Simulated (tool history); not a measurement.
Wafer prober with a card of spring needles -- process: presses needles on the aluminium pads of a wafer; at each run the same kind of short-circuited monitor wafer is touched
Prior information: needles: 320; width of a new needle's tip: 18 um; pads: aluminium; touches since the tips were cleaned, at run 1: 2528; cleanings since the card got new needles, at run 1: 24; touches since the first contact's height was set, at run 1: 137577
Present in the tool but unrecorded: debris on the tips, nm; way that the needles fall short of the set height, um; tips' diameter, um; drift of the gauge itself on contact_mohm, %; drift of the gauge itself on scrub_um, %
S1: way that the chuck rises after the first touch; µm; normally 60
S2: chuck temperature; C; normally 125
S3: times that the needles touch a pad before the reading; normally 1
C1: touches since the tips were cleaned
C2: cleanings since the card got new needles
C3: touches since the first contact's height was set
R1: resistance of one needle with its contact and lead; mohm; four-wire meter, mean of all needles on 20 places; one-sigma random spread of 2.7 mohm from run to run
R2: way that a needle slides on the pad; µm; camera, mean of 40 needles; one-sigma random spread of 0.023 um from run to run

run,day,S1,S2,S3,C1,C2,C3,R1,R2
1,0.000,60,125,1,2528,24,137577,403,13.42
# day 0.325: tips cleaned on abrasive film
2,0.900,60,125,1,5022,25,145385,542,13.22
# day 1.033: tips cleaned on abrasive film
# day 1.721: tips cleaned on abrasive film
# day 1.912: height of the first contact set anew
3,1.921,60,125,1,1626,27,79,387,13.81
# day 2.417: tips cleaned on abrasive film
# day 3.021: tips cleaned on abrasive film
4,3.329,60,125,1,2673,29,12240,400,13.77
# day 3.700: tips cleaned on abrasive film
# day 4.392: tips cleaned on abrasive film, once more
5,4.442,60,52,1,422,31,21840,323,13.75
# day 5.067: tips cleaned on abrasive film
6,5.558,43,125,1,4281,32,31527,559,9.82
# day 5.696: tips cleaned on abrasive film
# day 6.371: tips cleaned on abrasive film
7,6.654,43,125,1,2471,34,41000,468,9.78
# day 7.058: tips cleaned on abrasive film
# day 7.783: tips cleaned on abrasive film
8,8.075,60,125,1,2526,36,53288,411,13.69
# day 8.392: tips cleaned on abrasive film
# day 9.088: tips cleaned on abrasive film
9,9.200,54,125,1,961,38,62992,365,12.24
# day 9.717: tips cleaned on abrasive film
# day 10.312: tips cleaned on abrasive film
10,10.471,60,125,1,1397,40,73993,377,13.59
# day 10.946: tips cleaned on abrasive film
11,11.338,60,125,1,3420,41,81502,425,13.57
# day 11.638: tips cleaned on abrasive film
12,11.996,60,125,1,3116,42,87187,423,13.50
# day 12.304: tips cleaned on abrasive film
# day 12.921: tips cleaned on abrasive film
13,13.188,60,125,1,2319,44,97469,405,13.51
# day 13.600: tips cleaned on abrasive film
14,13.796,60,125,1,1718,45,102736,382,13.49
# day 14.250: tips cleaned on abrasive film
# day 14.879: tips cleaned on abrasive film
15,14.879,60,125,1,0,47,112088,328,13.45
# day 15.517: tips cleaned on abrasive film
16,16.025,70,125,3,4434,48,122020,354,15.73
# day 16.158: tips cleaned on abrasive film
# day 16.762: tips cleaned on abrasive film
17,16.775,70,125,3,107,50,128465,317,15.70
# day 17.383: tips cleaned on abrasive film
18,17.475,70,125,3,804,51,134524,328,15.64
# day 18.025: tips cleaned on abrasive film
19,18.246,70,97,1,1939,52,141208,379,15.72
# day 18.621: tips cleaned on abrasive film
# day 19.292: tips cleaned on abrasive film
20,19.662,75,27,2,3232,54,153437,334,16.79
# day 19.804: height of the first contact set anew
# day 19.938: tips cleaned on abrasive film
# day 20.642: tips cleaned on abrasive film
21,21.046,75,60,1,3499,56,10715,370,17.21
# day 21.308: tips cleaned on abrasive film
# day 21.933: tips cleaned on abrasive film
22,21.942,43,57,1,71,58,18433,344,9.83
# day 22.608: tips cleaned on abrasive film
23,23.079,62,57,1,4113,59,28298,427,14.19
# day 23.275: tips cleaned on abrasive film
# day 23.908: tips cleaned on abrasive film
24,24.375,75,50,2,4059,61,39497,342,17.18

5 ways to go on from here, each from the tool as it stands after run 24. What would each give?
# day 24.567: tips cleaned on abrasive film
# day 25.217: tips cleaned on abrasive film
A,25.704,75,36,2,4237,63,50984,?,?
# day 24.567: tips cleaned on abrasive film
# day 25.217: tips cleaned on abrasive film
B,25.704,55,125,2,4237,63,50984,?,?
# day 24.567: tips cleaned on abrasive film
# day 25.217: tips cleaned on abrasive film
C,25.704,41,125,2,4237,63,50984,?,?
# day 24.567: tips cleaned on abrasive film
# day 25.217: tips cleaned on abrasive film
D,25.704,60,40,1,4237,63,50984,?,?
# day 24.567: tips cleaned on abrasive film
# day 25.217: tips cleaned on abrasive film
E,25.704,56,53,2,4237,63,50984,?,?

run,R1,R2
A,346,17.15
B,418,12.51
C,496,9.30
D,439,13.66
E,404,12.74
Without the tool's unlogged condition, the same runs would have read:
run,R1,R2
A,285,17.31
B,323,12.67
C,332,9.45
D,290,13.82
E,301,12.89

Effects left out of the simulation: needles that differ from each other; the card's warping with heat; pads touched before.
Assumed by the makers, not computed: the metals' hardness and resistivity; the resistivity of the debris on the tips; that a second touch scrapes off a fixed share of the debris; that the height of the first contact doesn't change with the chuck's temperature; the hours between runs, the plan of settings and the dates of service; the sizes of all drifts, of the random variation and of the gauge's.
